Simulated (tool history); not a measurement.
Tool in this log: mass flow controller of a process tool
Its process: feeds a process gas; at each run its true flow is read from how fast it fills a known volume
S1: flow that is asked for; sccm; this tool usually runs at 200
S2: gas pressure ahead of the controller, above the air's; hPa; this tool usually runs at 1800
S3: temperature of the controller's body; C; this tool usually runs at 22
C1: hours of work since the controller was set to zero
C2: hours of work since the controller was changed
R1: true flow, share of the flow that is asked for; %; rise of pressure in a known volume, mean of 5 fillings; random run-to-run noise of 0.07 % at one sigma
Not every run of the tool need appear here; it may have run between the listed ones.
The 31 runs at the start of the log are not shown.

run	day	S1	S2	S3	C1	C2	R1
32	199.421	276	1630	27	4609	4609	98.63
33	205.642	200	2790	22	4694	4694	98.51
34	211.146	73	2060	31	4769	4769	98.06
35	219.992	145	1670	22	4891	4891	97.84
36	228.075	145	1670	22	5001	5001	97.7
37	231.796	98	1670	22	5052	5052	97.58
38	240.65	135	1860	22	5174	5174	97.71
39	244.821	424	2440	40	5231	5231	100.61
40	252.879	196	2150	28	5341	5341	98.56
41	257.754	152	1800	27	5408	5408	98.19
42	266.371	152	2790	27	5526	5526	98.54
43	272.933	152	2790	27	5616	5616	98.5
44	278.942	186	1590	22	5698	5698	97.98
45	285.254	94	1860	26	5785	5785	97.8
46	294.025	94	1800	26	5905	5905	97.81
47	302.246	97	1800	28	6018	6018	97.92

Alternative continuations, all from the tool just after run 47; predict every row:
A	309.517	97	1590	24	6117	6117	?
B	309.517	200	1800	37	6117	6117	?
C	309.517	299	1700	23	6117	6117	?
D	309.517	309	1810	22	6117	6117	?
E	309.517	495	1670	34	6117	6117	?

run	R1
A	97.65
B	99.13
C	98.61
D	98.66
E	100.37
Without the tool's unlogged condition, the same runs would have read:
run	R1
A	97.64
B	99.13
C	98.62
D	98.67
E	100.38
